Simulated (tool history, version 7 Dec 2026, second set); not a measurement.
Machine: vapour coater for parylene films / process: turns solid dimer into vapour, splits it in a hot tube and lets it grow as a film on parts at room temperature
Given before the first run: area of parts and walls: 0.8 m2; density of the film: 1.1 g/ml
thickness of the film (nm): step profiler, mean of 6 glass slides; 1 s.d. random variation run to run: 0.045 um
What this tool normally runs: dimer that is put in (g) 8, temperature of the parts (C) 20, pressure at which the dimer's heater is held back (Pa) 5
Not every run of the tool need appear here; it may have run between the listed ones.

run   hour  dimer that is put in (g)  temperature of the parts (C)  pressure at which the dimer's heater is held back (Pa)  thickness of the film (nm)
  1      0                         8                            20                                                       5                        5320
  2     38                         3                            20                                                       5                        2010
  3   69.6                         3                            20                                                       5                        2030
  4   98.2                         3                            20                                                       5                        2000
  5    125                         3                            20                                                       5                        1970
  6  169.6                         3                            20                                                       5                        2000
  7  195.5                         8                            20                                                       5                        5400
  8  221.1                         8                            20                                                       5                        5480
  9  242.6                         8                            20                                                       5                        5350
 10  274.3                         8                            20                                                       5                        5380
 11  322.2                         8                            20                                                       5                        5430
 12  365.8                         8                            22                                                       5                        5120
 13  413.9                         8                            26                                                       5                        4690
       435  -- trap's valve overhauled
 14    464                         8                            20                                                    2.79                        5890
 15  484.3                         4                            20                                                       5                        2690
 16  504.5                         4                            20                                                       5                        2670
 17  526.9                         8                            20                                                    4.93                        5420
     547.1  -- table's thermometer calibrated
 18  565.8                         8                            28                                                       5                        4560
 19  606.1                         8                            28                                                       5                        4580
 20  654.9                        12                            22                                                    3.66                        8180
 21  679.6                         6                            20                                                    3.66                        4210
 22  702.4                         6                            20                                                    3.66                        4280
 23    725                         7                            19                                                       5                        4750
 24  745.2                         7                            22                                                       5                        4450
 25  788.5                         8                            26                                                    2.32                        5530
 26  812.4                         7                            23                                                    5.24                        4370
 27  841.8                         7                            23                                                    5.24                        4330
 28  865.8                         7                            23                                                    5.24                        4380
 29  889.4                        11                            20                                                       5                        7450
 30  931.9                        11                            25                                                       5                        6650
 31  955.7                        11                            25                                                       5                        6580
 32    984                         4                            27                                                    10.8                        2040

5 options for the next run, each taken on its own from the tool as it stands now. Forecast them:
  A  1027.2                         8                            12                                                       5                           ?
  B  1027.2                         4                            13                                                   10.56                           ?
  C  1027.2                         3                            15                                                       5                           ?
  D  1027.2                         4                            20                                                    4.98                           ?
  E  1027.2                        14                            14                                                    5.35                           ?

run  thickness of the film (nm)
  A                        6340
  B                        2630
  C                        2290
  D                        2600
  E                       10590
With the hidden condition removed and each run's random variation left untouched, the same runs would have given:
run  thickness of the film (nm)
  A                        6360
  B                        2630
  C                        2300
  D                        2610
  E                       10630

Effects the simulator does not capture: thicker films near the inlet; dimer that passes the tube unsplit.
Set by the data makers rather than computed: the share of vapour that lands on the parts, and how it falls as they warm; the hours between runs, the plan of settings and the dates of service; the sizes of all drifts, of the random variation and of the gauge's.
